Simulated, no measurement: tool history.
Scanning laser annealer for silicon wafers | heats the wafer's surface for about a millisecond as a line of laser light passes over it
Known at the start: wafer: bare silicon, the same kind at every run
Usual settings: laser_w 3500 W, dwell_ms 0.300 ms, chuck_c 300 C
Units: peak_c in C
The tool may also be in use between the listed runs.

Run 1, day 0.000: usual settings. Result: peak_c 1015 C.
Run 2, day 2.962: usual settings. Result: peak_c 1009 C.
Run 3, day 5.762: usual settings but dwell_ms 0.309 ms. Result: peak_c 1020 C.
Run 4, day 9.308: usual settings but dwell_ms 0.309 ms. Result: peak_c 1021 C.
Run 5, day 12.171: usual settings but dwell_ms 0.309 ms. Result: peak_c 1017 C.
Run 6, day 15.354: usual settings. Result: peak_c 1001 C.
Run 7, day 18.867: usual settings. Result: peak_c 1001 C.
Run 8, day 22.492: usual settings but laser_w 3317 W, chuck_c 339 C. Result: peak_c 1000 C.
Run 9, day 24.625: usual settings but laser_w 3317 W, chuck_c 339 C. Result: peak_c 996 C.
Run 10, day 27.758: usual settings but laser_w 3041 W, dwell_ms 0.260 ms, chuck_c 303 C. Result: peak_c 859 C.
Run 11, day 29.483: usual settings but laser_w 3041 W, dwell_ms 0.260 ms, chuck_c 303 C. Result: peak_c 861 C.

Forecast each of these 3 alternatives for the next run:
Run A, day 32.804: usual settings but laser_w 3480 W, dwell_ms 0.221 ms, chuck_c 293 C. Result: peak_c ?.
Run B, day 32.804: usual settings but laser_w 3041 W, dwell_ms 0.217 ms, chuck_c 303 C. Result: peak_c ?.
Run C, day 32.804: usual settings but laser_w 3214 W, dwell_ms 0.260 ms. Result: peak_c ?.

run  peak_c
  A     880
  B     807
  C     889
Without the tool's hidden state the same runs would have given:
run  peak_c
  A     900
  B     824
  C     909
